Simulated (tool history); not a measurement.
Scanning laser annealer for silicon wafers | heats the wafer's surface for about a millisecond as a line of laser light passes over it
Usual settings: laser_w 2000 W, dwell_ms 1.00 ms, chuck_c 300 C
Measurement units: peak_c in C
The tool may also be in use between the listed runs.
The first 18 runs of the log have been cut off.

| run | hour | laser_w | dwell_ms | chuck_c | hours of work since the window was cleaned | hours of work since the power meter was calibrated | hours of work since the optics were aligned | peak_c |
|---|---|---|---|---|---|---|---|---|
| 19 | 539.6 | 2000 | 1.00 | 291 | 442 | 980 | 861 | 957 |
| 20 | 572.0 | 2000 | 1.00 | 329 | 457 | 995 | 876 | 996 |
| 21 | 590.0 | 2000 | 1.00 | 295 | 465 | 1003 | 884 | 960 |
| 22 | 616.6 | 2000 | 1.00 | 295 | 477 | 1015 | 896 | 960 |
| 23 | 654.6 | 2114 | 0.85 | 299 | 495 | 1032 | 914 | 967 |
| 24 | 687.1 | 2114 | 0.85 | 299 | 509 | 1047 | 928 | 964 |
|  | 701.9 | window over the wafer cleaned |
| 25 | 718.0 | 2114 | 0.85 | 299 | 7 | 1060 | 942 | 995 |
| 26 | 735.7 | 2114 | 0.85 | 299 | 15 | 1068 | 950 | 996 |
| 27 | 752.6 | 1838 | 1.00 | 264 | 23 | 1076 | 957 | 884 |
| 28 | 780.0 | 1838 | 1.00 | 332 | 36 | 1088 | 970 | 959 |
| 29 | 804.5 | 1817 | 1.00 | 340 | 47 | 1100 | 981 | 954 |
| 30 | 844.2 | 2056 | 1.12 | 288 | 65 | 1118 | 999 | 1040 |
| 31 | 872.0 | 1799 | 1.17 | 337 | 77 | 1130 | 1012 | 978 |
| 32 | 889.2 | 1798 | 1.00 | 317 | 85 | 1138 | 1019 | 924 |
| 33 | 919.8 | 1798 | 1.00 | 317 | 99 | 1152 | 1033 | 917 |

Run 34 comes next. What will it give?
| 34 | 937.3 | 1717 | 1.00 | 293 | 107 | 1160 | 1041 | ? |

{"run 34": {"peak_c": 858}}
With the hidden condition absent and the run-to-run variation left alone, this run would have shown peak_c 871 C.

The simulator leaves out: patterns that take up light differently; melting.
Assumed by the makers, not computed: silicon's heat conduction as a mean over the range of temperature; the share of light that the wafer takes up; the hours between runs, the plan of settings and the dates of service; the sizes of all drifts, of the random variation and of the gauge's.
